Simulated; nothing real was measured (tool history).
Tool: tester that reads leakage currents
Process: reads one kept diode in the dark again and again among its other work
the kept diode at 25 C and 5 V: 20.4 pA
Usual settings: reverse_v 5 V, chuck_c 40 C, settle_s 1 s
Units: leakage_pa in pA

run,hour,reverse_v,chuck_c,settle_s,leakage_pa
1,0,5,40,1,66.31
2,58.1,5,40,1,66.7
3,100.3,5,40,1,66.86
4,134.5,5,40,1,66.52
5,177.8,5,40,0.64,67.92
6,208.3,5,40,0.64,67.74
# hour 235.6: chuck's temperature calibrated
7,240.9,5,40,0.64,67.6
8,272,5,40,0.64,67.42
9,326.8,5,40,5.05,65.48
10,385.6,5,40,5.05,65.24
11,428.1,5,40,5.05,65.2
12,485.7,6.9,20,5.6,16.44

The next listed run, before its measurement:
13,518.2,1.14,27,3.26,?

Run 13 gave leakage_pa 11.89 pA.
Without the tool's hidden state the same run would have given leakage_pa 11.88 pA.
